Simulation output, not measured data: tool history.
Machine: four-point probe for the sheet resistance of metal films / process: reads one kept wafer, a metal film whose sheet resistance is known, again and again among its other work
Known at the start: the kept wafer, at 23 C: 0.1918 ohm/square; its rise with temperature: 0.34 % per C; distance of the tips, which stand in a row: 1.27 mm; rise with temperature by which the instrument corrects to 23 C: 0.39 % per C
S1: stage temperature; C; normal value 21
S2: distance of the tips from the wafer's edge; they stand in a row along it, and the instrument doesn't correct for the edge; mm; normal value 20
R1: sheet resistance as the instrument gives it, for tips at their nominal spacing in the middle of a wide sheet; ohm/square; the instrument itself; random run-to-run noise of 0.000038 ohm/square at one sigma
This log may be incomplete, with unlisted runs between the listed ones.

run,hour,S1,S2,R1
1,0.0,21,20,0.192194
2,48.1,21,20,0.192186
3,75.5,21,26,0.192031
4,137.3,21,20,0.192096
5,195.9,26,20,0.191571
6,257.4,24,20,0.191856
7,291.1,24,20,0.191784
8,328.5,21,20,0.192199
9,375.1,21,20,0.192063
10,431.7,21,20,0.192028
11,482.5,21,20,0.192080
12,508.4,32,20,0.190905
13,565.5,32,36,0.190612
14,623.2,21,21,0.191981
15,670.8,21,5,0.198047
16,715.4,21,20,0.192084
17,743.2,21,20,0.191954
18,794.2,21,20,0.192013
19,822.8,30,20,0.191040
20,881.2,30,20,0.191035
21,916.3,20,68,0.191714
22,978.4,28,13,0.191758
23,1014.1,28,13,0.191766
24,1061.5,33,36,0.190412
25,1095.2,33,36,0.190428
26,1129.6,33,36,0.190389
27,1170.9,25,57,0.191119
28,1211.0,25,57,0.191085
29,1261.9,21,42,0.191499
30,1299.3,21,9,0.193440
31,1356.8,21,9,0.193417
32,1398.5,26,34,0.190999
33,1452.7,26,34,0.190985
34,1489.0,26,34,0.191017
35,1545.9,26,34,0.191011
36,1602.0,26,34,0.191023
37,1629.7,28,11,0.191927
38,1677.9,25,4,0.200648
39,1708.3,25,4,0.200683

Each row is a separate what-if for the run after 39, all from the same tool condition, not one after another. Results?
A,1761.6,25,22,?
B,1761.6,21,8,?
C,1761.6,28,19,?
D,1761.6,23,70,?
E,1761.6,22,13,?

run,R1
A,0.191289
B,0.193799
C,0.190962
D,0.191125
E,0.192187
Without the tool's hidden state the same runs would have given:
run,R1
A,0.192012
B,0.194533
C,0.191682
D,0.191849
E,0.192915
